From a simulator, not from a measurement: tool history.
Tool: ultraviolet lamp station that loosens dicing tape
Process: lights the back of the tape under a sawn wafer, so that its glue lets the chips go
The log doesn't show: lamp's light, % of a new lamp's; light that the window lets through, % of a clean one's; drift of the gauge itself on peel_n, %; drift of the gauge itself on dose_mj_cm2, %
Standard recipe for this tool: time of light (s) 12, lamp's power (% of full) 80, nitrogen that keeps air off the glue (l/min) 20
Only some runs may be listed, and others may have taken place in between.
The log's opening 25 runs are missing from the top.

run	hour	time of light (s)	lamp's power (% of full)	nitrogen that keeps air off the glue (l/min)	hours of work of the lamp	hours of work since the window was cleaned	force that peels the tape off (N)	light that reached the tape (mJ/cm²)
26	383.4	9	85	14	516	42	0.543	350
27	402.5	8	83	14	524	51	0.7	304
28	412.3	8	68	38	529	55	0.651	246
29	424.2	6	94	25	535	61	0.756	255
30	446.4	8	80	16	545	71	0.728	287
31	467.3	8	80	16	555	81	0.73	286
32	489.3	8	80	16	565	91	0.713	282
33	504.9	9	94	39	572	98	0.317	372
34	518.7	9	94	39	578	105	0.34	372
35	534.1	15	67	12	585	112	0.387	438
36	543.1	9	80	32	590	116	0.465	311
37	563.7	15	80	19	599	125	0.265	519
38	579.8	12	81	7	607	133	0.581	418
39	598.3	12	81	7	615	141	0.589	413
40	618.2	19	67	23	624	151	0.239	542
41	634	19	67	23	632	158	0.242	540
42	650.6	11	67	24	639	166	0.519	308

Predict each of these 4 candidate next runs independently; none follows another, all start after run 42:
A	670.1	11	80	29	648	175	?	?
B	670.1	19	80	20	648	175	?	?
C	670.1	7	63	16	648	175	?	?
D	670.1	11	95	12	648	175	?	?

run	force that peels the tape off (N)	light that reached the tape (mJ/cm²)
A	0.377	365
B	0.234	638
C	1.446	183
D	0.382	436
Without the tool's hidden state the same runs would have given:
run	force that peels the tape off (N)	light that reached the tape (mJ/cm²)
A	0.263	496
B	0.217	868
C	0.92	249
D	0.252	592
